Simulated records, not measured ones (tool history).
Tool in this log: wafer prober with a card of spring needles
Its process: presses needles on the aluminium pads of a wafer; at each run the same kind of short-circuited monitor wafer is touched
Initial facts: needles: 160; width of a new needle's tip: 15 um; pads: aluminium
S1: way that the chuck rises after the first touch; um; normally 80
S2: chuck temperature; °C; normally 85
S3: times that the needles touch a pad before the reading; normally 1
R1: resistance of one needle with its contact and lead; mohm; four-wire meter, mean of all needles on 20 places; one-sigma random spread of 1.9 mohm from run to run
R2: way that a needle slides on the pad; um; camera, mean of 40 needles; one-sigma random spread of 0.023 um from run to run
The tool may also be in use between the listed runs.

| run | hour | S1 | S2 | S3 | R1 | R2 |
|---|---|---|---|---|---|---|
| 1 | 0 | 80 | 85 | 1 | 228 | 11.97 |
|  | 11.3 | tips cleaned on abrasive film |
|  | 26.5 | tips cleaned on abrasive film |
|  | 45.3 | tips cleaned on abrasive film |
|  | 64.2 | tips cleaned on abrasive film |
| 2 | 75.2 | 80 | 85 | 1 | 241 | 11.96 |
|  | 82.8 | tips cleaned on abrasive film |
|  | 97.9 | tips cleaned on abrasive film |
|  | 116.7 | tips cleaned on abrasive film |
| 3 | 130.6 | 80 | 85 | 1 | 245 | 11.94 |
|  | 134.5 | tips cleaned on abrasive film |
|  | 149.6 | tips cleaned on abrasive film |
|  | 168.4 | tips cleaned on abrasive film |
|  | 183.5 | tips cleaned on abrasive film |
| 4 | 195.3 | 80 | 79 | 1 | 249 | 11.91 |
|  | 199.1 | tips cleaned on abrasive film |
|  | 218 | tips cleaned on abrasive film |
|  | 233.1 | tips cleaned on abrasive film |
|  | 252 | tips cleaned on abrasive film |
|  | 270.8 | tips cleaned on abrasive film |
| 5 | 283.7 | 80 | 79 | 1 | 246 | 11.84 |
|  | 287.6 | tips cleaned on abrasive film |
|  | 306.4 | tips cleaned on abrasive film |
|  | 325.3 | tips cleaned on abrasive film |
|  | 344.1 | tips cleaned on abrasive film |
|  | 348.2 | height of the first contact set anew |
|  | 363.3 | tips cleaned on abrasive film |
| 6 | 371.3 | 80 | 85 | 1 | 238 | 12.07 |
|  | 378.9 | tips cleaned on abrasive film |
|  | 394 | tips cleaned on abrasive film |
|  | 412.8 | tips cleaned on abrasive film |
|  | 431.7 | tips cleaned on abrasive film |
| 7 | 441.6 | 75 | 57 | 2 | 224 | 11.28 |
|  | 449.2 | tips cleaned on abrasive film |
|  | 468 | tips cleaned on abrasive film |
|  | 486.9 | tips cleaned on abrasive film |
|  | 502 | tips cleaned on abrasive film |
|  | 520.8 | tips cleaned on abrasive film |
| 8 | 526.9 | 75 | 57 | 2 | 219 | 11.21 |
|  | 538.3 | tips cleaned on abrasive film |
|  | 553.4 | tips cleaned on abrasive film |
|  | 572.3 | tips cleaned on abrasive film |
|  | 591.1 | tips cleaned on abrasive film |
|  | 610 | tips cleaned on abrasive film |
| 9 | 612.8 | 95 | 72 | 2 | 209 | 14.25 |
|  | 627.9 | tips cleaned on abrasive film |
|  | 643 | tips cleaned on abrasive film |
|  | 661.9 | tips cleaned on abrasive film |
|  | 680.7 | tips cleaned on abrasive film |
| 10 | 694.5 | 92 | 122 | 2 | 231 | 13.72 |
|  | 698.4 | tips cleaned on abrasive film |
|  | 713.5 | tips cleaned on abrasive film |
|  | 732.3 | tips cleaned on abrasive film |
|  | 751.2 | tips cleaned on abrasive film |
|  | 770 | tips cleaned on abrasive film |
|  | 788.1 | tips cleaned on abrasive film |
| 11 | 788.1 | 96 | 94 | 1 | 205 | 14.27 |
|  | 803.2 | tips cleaned on abrasive film |
|  | 822.1 | tips cleaned on abrasive film |
|  | 840.9 | tips cleaned on abrasive film |
|  | 856.2 | height of the first contact set anew |
|  | 860.1 | tips cleaned on abrasive film |
| 12 | 865.1 | 66 | 85 | 2 | 230 | 9.97 |

Difference, measured minus no-hidden-state, one row per run. Run-to-run variation is common to both terms; the gauge's own scatter need not be:
Hidden state at play: debris on the tips, nm; way that the needles fall short of the set height, um; tips' diameter, um; drift of the gauge itself on contact_mohm, %; drift of the gauge itself on scrub_um, %.
| run | R1 | R2 |
|---|---|---|
| 1 | +22 | -0.09 |
| 2 | +36 | -0.12 |
| 3 | +40 | -0.15 |
| 4 | +40 | -0.2 |
| 5 | +41 | -0.25 |
| 6 | +32 | -0.01 |
| 7 | +26 | -0.04 |
| 8 | +19 | -0.1 |
| 9 | +9 | -0.15 |
| 10 | +20 | -0.2 |
| 11 | +2 | -0.26 |
| 12 | +22 | -0.01 |
